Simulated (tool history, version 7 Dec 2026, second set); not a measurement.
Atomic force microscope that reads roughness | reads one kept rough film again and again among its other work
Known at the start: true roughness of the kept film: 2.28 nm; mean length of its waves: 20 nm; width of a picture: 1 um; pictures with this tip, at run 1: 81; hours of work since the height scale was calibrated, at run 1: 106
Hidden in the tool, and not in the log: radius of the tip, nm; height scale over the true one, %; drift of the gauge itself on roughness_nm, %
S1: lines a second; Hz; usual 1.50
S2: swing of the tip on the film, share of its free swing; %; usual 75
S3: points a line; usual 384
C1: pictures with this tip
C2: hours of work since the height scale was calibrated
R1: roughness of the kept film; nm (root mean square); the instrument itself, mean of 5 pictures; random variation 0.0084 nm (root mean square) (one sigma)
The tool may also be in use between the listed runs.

| run | hour | S1 | S2 | S3 | C1 | C2 | R1 |
|---|---|---|---|---|---|---|---|
| 1 | 0.0 | 1.50 | 75 | 384 | 81 | 106 | 1.461 |
|  | 2.4 | new tip fitted |
| 2 | 9.0 | 1.50 | 66 | 384 | 7 | 110 | 1.839 |
| 3 | 17.5 | 1.50 | 75 | 384 | 17 | 113 | 1.735 |
| 4 | 24.1 | 1.50 | 75 | 384 | 25 | 116 | 1.724 |
| 5 | 31.9 | 1.50 | 75 | 266 | 34 | 119 | 1.643 |
| 6 | 36.7 | 1.50 | 75 | 266 | 40 | 121 | 1.615 |
| 7 | 42.6 | 1.50 | 75 | 266 | 46 | 124 | 1.577 |
| 8 | 49.9 | 1.50 | 75 | 266 | 55 | 127 | 1.539 |
| 9 | 55.0 | 1.50 | 75 | 266 | 61 | 129 | 1.524 |
| 10 | 63.2 | 1.50 | 75 | 266 | 70 | 132 | 1.482 |
| 11 | 67.3 | 1.50 | 57 | 384 | 75 | 134 | 1.521 |
| 12 | 73.7 | 1.50 | 75 | 384 | 83 | 136 | 1.447 |
|  | 75.6 | new tip fitted |
| 13 | 82.4 | 1.50 | 75 | 384 | 8 | 140 | 1.811 |
| 14 | 89.9 | 1.50 | 77 | 384 | 17 | 143 | 1.748 |
| 15 | 98.1 | 1.50 | 77 | 384 | 26 | 146 | 1.710 |
| 16 | 105.3 | 1.50 | 75 | 525 | 35 | 149 | 1.675 |
|  | 107.0 | height scale calibrated on a step standard |
| 17 | 112.3 | 2.45 | 75 | 384 | 42 | 2 | 1.595 |
| 18 | 120.5 | 0.86 | 74 | 384 | 51 | 6 | 1.622 |
| 19 | 125.3 | 1.07 | 84 | 448 | 57 | 7 | 1.564 |
|  | 128.8 | height scale calibrated on a step standard, once more |
| 20 | 130.1 | 0.51 | 68 | 1004 | 61 | 1 | 1.627 |
| 21 | 136.6 | 0.51 | 68 | 1004 | 69 | 3 | 1.601 |
| 22 | 140.3 | 1.30 | 71 | 269 | 73 | 5 | 1.499 |
| 23 | 145.3 | 1.30 | 71 | 269 | 79 | 7 | 1.480 |
|  | 150.3 | new tip fitted |
| 24 | 150.6 | 2.10 | 57 | 269 | 1 | 9 | 1.842 |
| 25 | 156.1 | 0.89 | 87 | 681 | 7 | 11 | 1.818 |
| 26 | 162.8 | 0.80 | 79 | 681 | 15 | 14 | 1.790 |
| 27 | 170.0 | 2.09 | 57 | 384 | 23 | 17 | 1.756 |
| 28 | 177.3 | 2.09 | 57 | 384 | 32 | 20 | 1.711 |
| 29 | 184.2 | 0.61 | 58 | 456 | 40 | 22 | 1.679 |
| 30 | 188.6 | 1.48 | 84 | 472 | 45 | 24 | 1.590 |
| 31 | 193.1 | 1.48 | 84 | 472 | 50 | 26 | 1.565 |
| 32 | 197.3 | 2.75 | 77 | 569 | 55 | 28 | 1.516 |
| 33 | 201.5 | 0.50 | 59 | 319 | 60 | 29 | 1.593 |

The same runs without the tool's hidden state, with the same run-to-run variation:
| run | R1 |
|---|---|
| 1 | 1.858 |
| 2 | 1.891 |
| 3 | 1.837 |
| 4 | 1.873 |
| 5 | 1.834 |
| 6 | 1.830 |
| 7 | 1.818 |
| 8 | 1.816 |
| 9 | 1.831 |
| 10 | 1.823 |
| 11 | 1.900 |
| 12 | 1.844 |
| 13 | 1.864 |
| 14 | 1.846 |
| 15 | 1.851 |
| 16 | 1.860 |
| 17 | 1.806 |
| 18 | 1.884 |
| 19 | 1.847 |
| 20 | 1.943 |
| 21 | 1.951 |
| 22 | 1.846 |
| 23 | 1.849 |
| 24 | 1.864 |
| 25 | 1.876 |
| 26 | 1.894 |
| 27 | 1.901 |
| 28 | 1.901 |
| 29 | 1.908 |
| 30 | 1.832 |
| 31 | 1.826 |
| 32 | 1.792 |
| 33 | 1.909 |

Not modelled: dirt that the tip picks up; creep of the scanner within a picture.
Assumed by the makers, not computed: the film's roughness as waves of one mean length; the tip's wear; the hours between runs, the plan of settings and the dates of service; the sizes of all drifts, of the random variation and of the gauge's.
